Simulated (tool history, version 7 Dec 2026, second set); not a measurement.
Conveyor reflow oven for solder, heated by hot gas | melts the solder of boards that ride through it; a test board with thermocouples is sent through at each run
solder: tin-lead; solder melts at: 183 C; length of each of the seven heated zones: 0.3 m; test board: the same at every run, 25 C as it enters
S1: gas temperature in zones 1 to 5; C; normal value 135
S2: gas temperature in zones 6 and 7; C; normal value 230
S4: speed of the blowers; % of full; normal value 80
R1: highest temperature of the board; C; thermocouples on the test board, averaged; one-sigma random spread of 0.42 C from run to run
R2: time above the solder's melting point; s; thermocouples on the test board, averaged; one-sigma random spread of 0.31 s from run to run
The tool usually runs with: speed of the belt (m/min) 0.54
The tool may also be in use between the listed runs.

run 1 hour=0 | S1=135 S2=230 speed_of_the_belt_(m/min)=0.54 S4=80 | R1=217.5 R2=49.7
run 2 hour=32.6 | S1=135 S2=230 speed_of_the_belt_(m/min)=0.54 S4=80 | R1=217.6 R2=49.8
run 3 hour=76.9 | S1=135 S2=230 speed_of_the_belt_(m/min)=0.54 S4=80 | R1=217.7 R2=49.7
run 4 hour=133.1 | S1=135 S2=230 speed_of_the_belt_(m/min)=0.54 S4=80 | R1=217 R2=50.5
run 5 hour=178.8 | S1=135 S2=230 speed_of_the_belt_(m/min)=0.54 S4=80 | R1=217.9 R2=50
run 6 hour=219.4 | S1=135 S2=230 speed_of_the_belt_(m/min)=0.54 S4=80 | R1=217.2 R2=50.4
run 7 hour=264.4 | S1=135 S2=230 speed_of_the_belt_(m/min)=0.583 S4=80 | R1=215.1 R2=44.7
run 8 hour=295.5 | S1=135 S2=230 speed_of_the_belt_(m/min)=0.54 S4=80 | R1=217.3 R2=50
run 9 hour=328.3 | S1=135 S2=230 speed_of_the_belt_(m/min)=0.54 S4=80 | R1=216.9 R2=50.2
run 10 hour=371.9 | S1=135 S2=230 speed_of_the_belt_(m/min)=0.54 S4=80 | R1=217.6 R2=49.7
run 11 hour=395.8 | S1=135 S2=230 speed_of_the_belt_(m/min)=0.54 S4=80 | R1=217.4 R2=49.9
run 12 hour=450 | S1=135 S2=230 speed_of_the_belt_(m/min)=0.54 S4=80 | R1=217.9 R2=50.3
run 13 hour=485.1 | S1=135 S2=230 speed_of_the_belt_(m/min)=0.54 S4=80 | R1=216.7 R2=49.6
run 14 hour=535.4 | S1=135 S2=230 speed_of_the_belt_(m/min)=0.54 S4=80 | R1=218.2 R2=50.2
run 15 hour=568.6 | S1=135 S2=230 speed_of_the_belt_(m/min)=0.54 S4=80 | R1=216.6 R2=50.2

Estimate the outcome of run 16 from the log above:
-- hour=590.9 flux residue cleaned out of gas plates and filters
run 16 hour=620.8 | S1=135 S2=230 speed_of_the_belt_(m/min)=0.617 S4=80 | R1=? R2=?

R1: 212.8 C
R2: 41.2 s
Were there no unlogged condition in the tool, this run, its random variation unchanged, would have produced R1 213 C, R2 41.2 s.
